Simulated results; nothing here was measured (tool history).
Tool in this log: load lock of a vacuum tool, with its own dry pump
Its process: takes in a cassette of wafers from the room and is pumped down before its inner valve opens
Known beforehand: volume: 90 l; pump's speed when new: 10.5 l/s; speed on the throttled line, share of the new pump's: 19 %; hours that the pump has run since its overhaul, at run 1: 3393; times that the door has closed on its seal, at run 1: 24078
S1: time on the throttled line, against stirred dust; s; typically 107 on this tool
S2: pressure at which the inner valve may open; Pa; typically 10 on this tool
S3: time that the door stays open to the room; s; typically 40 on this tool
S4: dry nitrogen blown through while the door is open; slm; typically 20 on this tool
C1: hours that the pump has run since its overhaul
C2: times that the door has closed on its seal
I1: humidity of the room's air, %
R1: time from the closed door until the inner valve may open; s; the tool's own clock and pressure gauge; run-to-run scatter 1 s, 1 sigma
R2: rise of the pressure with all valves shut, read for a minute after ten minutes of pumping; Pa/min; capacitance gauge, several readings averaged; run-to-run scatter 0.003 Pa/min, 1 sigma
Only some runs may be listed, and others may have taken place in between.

{"run": 1, "day": 0.0, "S1": 107, "S2": 10, "S3": 40, "S4": 20, "C1": 3393, "C2": 24078, "I1": 47.6, "R1": 172.1, "R2": 0.213}
{"run": 2, "day": 2.354, "S1": 107, "S2": 10, "S3": 40, "S4": 20, "C1": 3450, "C2": 24325, "I1": 45.3, "R1": 172.6, "R2": 0.217}
{"run": 3, "day": 6.275, "S1": 107, "S2": 10, "S3": 40, "S4": 20, "C1": 3544, "C2": 24736, "I1": 43, "R1": 170.6, "R2": 0.22}
{"run": 4, "day": 8.396, "S1": 107, "S2": 10, "S3": 40, "S4": 20, "C1": 3595, "C2": 24959, "I1": 46.3, "R1": 172.1, "R2": 0.222}
{"run": 5, "day": 11.225, "S1": 107, "S2": 10, "S3": 40, "S4": 20, "C1": 3663, "C2": 25255, "I1": 42.8, "R1": 171.9, "R2": 0.236}
{"run": 6, "day": 13.171, "S1": 107, "S2": 10, "S3": 40, "S4": 5, "C1": 3710, "C2": 25459, "I1": 43.8, "R1": 170.9, "R2": 0.234}
{"run": 7, "day": 14.988, "S1": 107, "S2": 10, "S3": 62, "S4": 20, "C1": 3753, "C2": 25650, "I1": 44.7, "R1": 172.6, "R2": 0.244}
{"run": 8, "day": 17.179, "S1": 107, "S2": 10, "S3": 62, "S4": 20, "C1": 3806, "C2": 25879, "I1": 47.4, "R1": 173.8, "R2": 0.243}
{"run": 9, "day": 20.658, "S1": 189, "S2": 10, "S3": 40, "S4": 20, "C1": 3889, "C2": 26244, "I1": 43.1, "R1": 239.2, "R2": 0.248}
{"run": 10, "day": 23.808, "S1": 189, "S2": 10, "S3": 40, "S4": 20, "C1": 3965, "C2": 26574, "I1": 45.2, "R1": 239.1, "R2": 0.244}
{"run": 11, "day": 26.054, "S1": 189, "S2": 10, "S3": 40, "S4": 20, "C1": 4019, "C2": 26810, "I1": 43.1, "R1": 238.6, "R2": 0.248}
{"run": 12, "day": 28.833, "S1": 189, "S2": 10, "S3": 40, "S4": 20, "C1": 4086, "C2": 27101, "I1": 45.9, "R1": 236.4, "R2": 0.243}
{"run": 13, "day": 31.371, "S1": 189, "S2": 10, "S3": 40, "S4": 20, "C1": 4146, "C2": 27367, "I1": 43, "R1": 238.1, "R2": 0.246}
{"run": 14, "day": 35.171, "S1": 107, "S2": 10, "S3": 40, "S4": 20, "C1": 4238, "C2": 27766, "I1": 47, "R1": 171.9, "R2": 0.259}
{"run": 15, "day": 37.367, "S1": 107, "S2": 10, "S3": 40, "S4": 20, "C1": 4290, "C2": 27996, "I1": 44.8, "R1": 174.7, "R2": 0.26}
{"run": 16, "day": 41.083, "S1": 107, "S2": 10, "S3": 40, "S4": 20, "C1": 4379, "C2": 28386, "I1": 48.3, "R1": 175.1, "R2": 0.27}
{"run": 17, "day": 43.175, "S1": 107, "S2": 10, "S3": 40, "S4": 20, "C1": 4430, "C2": 28605, "I1": 46.5, "R1": 174.7, "R2": 0.258}
{"run": 18, "day": 45.975, "S1": 107, "S2": 10, "S3": 40, "S4": 20, "C1": 4497, "C2": 28898, "I1": 46.7, "R1": 173.8, "R2": 0.27}
{"run": 19, "day": 49.796, "S1": 107, "S2": 10, "S3": 40, "S4": 20, "C1": 4589, "C2": 29299, "I1": 47.8, "R1": 174.9, "R2": 0.273}
{"run": 20, "day": 52.988, "S1": 85, "S2": 17, "S3": 132, "S4": 15, "C1": 4665, "C2": 29634, "I1": 43.8, "R1": 151.2, "R2": 0.303}
{"run": 21, "day": 55.271, "S1": 85, "S2": 17, "S3": 36, "S4": 9, "C1": 4720, "C2": 29873, "I1": 49.9, "R1": 151.7, "R2": 0.293}
{"run": 22, "day": 58.329, "S1": 107, "S2": 8, "S3": 25, "S4": 14, "C1": 4793, "C2": 30194, "I1": 47.1, "R1": 176.5, "R2": 0.281}
{"run": 23, "day": 60.975, "S1": 107, "S2": 8, "S3": 25, "S4": 14, "C1": 4857, "C2": 30471, "I1": 43.9, "R1": 176.7, "R2": 0.292}
{"run": 24, "day": 64.95, "S1": 76, "S2": 16, "S3": 39, "S4": 7, "C1": 4952, "C2": 30888, "I1": 44.9, "R1": 146.4, "R2": 0.302}
{"run": 25, "day": 68.846, "S1": 149, "S2": 13, "S3": 126, "S4": 10, "C1": 5046, "C2": 31296, "I1": 45.3, "R1": 205.9, "R2": 0.335}
{"run": 26, "day": 70.912, "S1": 149, "S2": 13, "S3": 126, "S4": 10, "C1": 5095, "C2": 31513, "I1": 44.4, "R1": 205.3, "R2": 0.331}
{"run": 27, "day": 74.238, "S1": 149, "S2": 11, "S3": 126, "S4": 12, "C1": 5175, "C2": 31862, "I1": 45.7, "R1": 209.4, "R2": 0.332}
{"run": 28, "day": 76.438, "S1": 107, "S2": 19, "S3": 40, "S4": 15, "C1": 5228, "C2": 32092, "I1": 43, "R1": 168.9, "R2": 0.3}
{"run": 29, "day": 78.775, "S1": 107, "S2": 15, "S3": 223, "S4": 5, "C1": 5284, "C2": 32338, "I1": 41.9, "R1": 171.4, "R2": 0.361}
{"run": 30, "day": 82.638, "S1": 122, "S2": 15, "S3": 223, "S4": 16, "C1": 5377, "C2": 32742, "I1": 44.3, "R1": 184.2, "R2": 0.354}
{"run": 31, "day": 86.629, "S1": 107, "S2": 17, "S3": 40, "S4": 20, "C1": 5473, "C2": 33161, "I1": 46.3, "R1": 171.1, "R2": 0.326}
{"run": 32, "day": 90.221, "S1": 84, "S2": 15, "S3": 43, "S4": 6, "C1": 5559, "C2": 33537, "I1": 44.3, "R1": 154.4, "R2": 0.33}
{"run": 33, "day": 93.362, "S1": 67, "S2": 7, "S3": 71, "S4": 41, "C1": 5634, "C2": 33867, "I1": 45.9, "R1": 148.3, "R2": 0.334}
{"run": 34, "day": 95.446, "S1": 107, "S2": 12, "S3": 62, "S4": 20, "C1": 5684, "C2": 34085, "I1": 45.7, "R1": 175, "R2": 0.343}
{"run": 35, "day": 98.083, "S1": 107, "S2": 7, "S3": 62, "S4": 7, "C1": 5747, "C2": 34362, "I1": 46.3, "R1": 178.6, "R2": 0.353}
{"run": 36, "day": 100.458, "S1": 107, "S2": 7, "S3": 62, "S4": 7, "C1": 5804, "C2": 34610, "I1": 44.2, "R1": 179.6, "R2": 0.365}
{"run": 37, "day": 102.804, "S1": 107, "S2": 7, "S3": 62, "S4": 7, "C1": 5861, "C2": 34857, "I1": 48.6, "R1": 180.5, "R2": 0.369}

Branching from run 37: 3 alternative next runs. What would each branch give?
{"run": "A", "day": 105.342, "S1": 107, "S2": 10, "S3": 96, "S4": 20, "C1": 5922, "C2": 35123, "I1": 40.6, "R1": "?", "R2": "?"}
{"run": "B", "day": 105.342, "S1": 107, "S2": 12, "S3": 88, "S4": 22, "C1": 5922, "C2": 35123, "I1": 42.2, "R1": "?", "R2": "?"}
{"run": "C", "day": 105.342, "S1": 107, "S2": 12, "S3": 40, "S4": 37, "C1": 5922, "C2": 35123, "I1": 45.5, "R1": "?", "R2": "?"}

run=A R1=180.1 R2=0.355
run=B R1=174.1 R2=0.347
run=C R1=174.8 R2=0.342
With the hidden condition removed and each run's random variation left untouched, the same runs would have given:
run=A R1=169.1 R2=0.042
run=B R1=163.5 R2=0.034
run=C R1=164.2 R2=0.024
